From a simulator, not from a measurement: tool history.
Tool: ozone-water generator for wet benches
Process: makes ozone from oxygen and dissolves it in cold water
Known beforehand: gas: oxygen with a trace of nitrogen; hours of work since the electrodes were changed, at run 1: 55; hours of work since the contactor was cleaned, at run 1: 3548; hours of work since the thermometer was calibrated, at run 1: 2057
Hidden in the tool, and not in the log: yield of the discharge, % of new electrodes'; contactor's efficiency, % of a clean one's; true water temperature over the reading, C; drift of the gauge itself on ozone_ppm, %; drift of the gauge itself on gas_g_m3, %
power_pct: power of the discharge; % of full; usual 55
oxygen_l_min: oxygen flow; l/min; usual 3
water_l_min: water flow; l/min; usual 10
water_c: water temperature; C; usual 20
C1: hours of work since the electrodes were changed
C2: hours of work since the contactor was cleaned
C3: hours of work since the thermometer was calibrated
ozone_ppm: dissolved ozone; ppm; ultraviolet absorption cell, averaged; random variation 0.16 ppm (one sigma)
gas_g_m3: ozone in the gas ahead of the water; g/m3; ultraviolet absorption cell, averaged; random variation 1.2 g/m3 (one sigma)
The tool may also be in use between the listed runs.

Run 1, hour 0: usual settings; C1 55; C2 3548; C3 2057. Result: ozone_ppm 19.8 ppm, gas_g_m3 217.2 g/m3.
Run 2, hour 44.1: usual settings; C1 92; C2 3585; C3 2094. Result: ozone_ppm 19.6 ppm, gas_g_m3 215.5 g/m3.
Run 3, hour 93.7: usual settings; C1 134; C2 3627; C3 2136. Result: ozone_ppm 19.4 ppm, gas_g_m3 216.8 g/m3.
Run 4, hour 156.9: usual settings; C1 187; C2 3680; C3 2189. Result: ozone_ppm 19.7 ppm, gas_g_m3 217.5 g/m3.
Run 5, hour 197.3: usual settings; C1 221; C2 3714; C3 2223. Result: ozone_ppm 19.4 ppm, gas_g_m3 215.5 g/m3.
At hour 205.1: contactor cleaned.
Run 6, hour 236: usual settings; C1 251; C2 26; C3 2253. Result: ozone_ppm 19.2 ppm, gas_g_m3 215.8 g/m3.
Run 7, hour 288.4: usual settings; C1 295; C2 70; C3 2297. Result: ozone_ppm 19.5 ppm, gas_g_m3 216.2 g/m3.
Run 8, hour 340.8: usual settings but power_pct 60 % of full, oxygen_l_min 2.37 l/min, water_l_min 9 l/min, water_c 13 C; C1 339; C2 115; C3 2341. Result: ozone_ppm 24.9 ppm, gas_g_m3 263 g/m3.
Run 9, hour 390.8: usual settings but power_pct 47 % of full, water_l_min 9 l/min, water_c 13 C; C1 381; C2 157; C3 2383. Result: ozone_ppm 21.4 ppm, gas_g_m3 195.8 g/m3.
Run 10, hour 418.3: usual settings but power_pct 65 % of full, oxygen_l_min 1.67 l/min, water_l_min 12 l/min, water_c 13 C; C1 404; C2 180; C3 2407. Result: ozone_ppm 20.2 ppm, gas_g_m3 346.1 g/m3.
Run 11, hour 477.5: usual settings but power_pct 66 % of full, oxygen_l_min 1.92 l/min, water_l_min 9 l/min; C1 454; C2 230; C3 2456. Result: ozone_ppm 24.1 ppm, gas_g_m3 318.8 g/m3.
At hour 495.8: contactor cleaned, once more.
Run 12, hour 516.1: usual settings but power_pct 42 % of full, oxygen_l_min 5.38 l/min, water_l_min 14 l/min, water_c 26 C; C1 484; C2 17; C3 2486. Result: ozone_ppm 10.8 ppm, gas_g_m3 125.2 g/m3.
Run 13, hour 558.9: usual settings but oxygen_l_min 2.09 l/min, water_l_min 7 l/min, water_c 13 C; C1 520; C2 53; C3 2522. Result: ozone_ppm 30.5 ppm, gas_g_m3 270.7 g/m3.
Run 14, hour 608: usual settings but oxygen_l_min 2.09 l/min, water_l_min 7 l/min, water_c 13 C; C1 561; C2 95; C3 2563. Result: ozone_ppm 30.2 ppm, gas_g_m3 271 g/m3.

Predict each of these 5 candidate next runs independently; none follows another, all start after run 14:
Run A, hour 650.4: usual settings but power_pct 70 % of full, oxygen_l_min 2.09 l/min, water_l_min 9 l/min, water_c 14 C; C1 597; C2 131; C3 2599. Result: ozone_ppm ?, gas_g_m3 ?.
Run B, hour 650.4: usual settings but power_pct 84 % of full, oxygen_l_min 2.09 l/min, water_l_min 7 l/min, water_c 14 C; C1 597; C2 131; C3 2599. Result: ozone_ppm ?, gas_g_m3 ?.
Run C, hour 650.4: usual settings but oxygen_l_min 2.09 l/min, water_l_min 9 l/min, water_c 12 C; C1 597; C2 131; C3 2599. Result: ozone_ppm ?, gas_g_m3 ?.
Run D, hour 650.4: usual settings but power_pct 53 % of full, oxygen_l_min 4.53 l/min, water_l_min 8 l/min, water_c 13 C; C1 597; C2 131; C3 2599. Result: ozone_ppm ?, gas_g_m3 ?.
Run E, hour 650.4: usual settings but power_pct 90 % of full, oxygen_l_min 4.24 l/min; C1 597; C2 131; C3 2599. Result: ozone_ppm ?, gas_g_m3 ?.

run  ozone_ppm  gas_g_m3
  A       28.3     312.8
  B       38.7     344.5
  C       25.2     271.2
  D       23.8     161.6
  E       24.7       231
Without the tool's hidden state the same runs would have given:
run  ozone_ppm  gas_g_m3
  A       28.8       316
  B       39.5     348.3
  C       25.7     273.5
  D       24.3       163
  E       25.2     233.7

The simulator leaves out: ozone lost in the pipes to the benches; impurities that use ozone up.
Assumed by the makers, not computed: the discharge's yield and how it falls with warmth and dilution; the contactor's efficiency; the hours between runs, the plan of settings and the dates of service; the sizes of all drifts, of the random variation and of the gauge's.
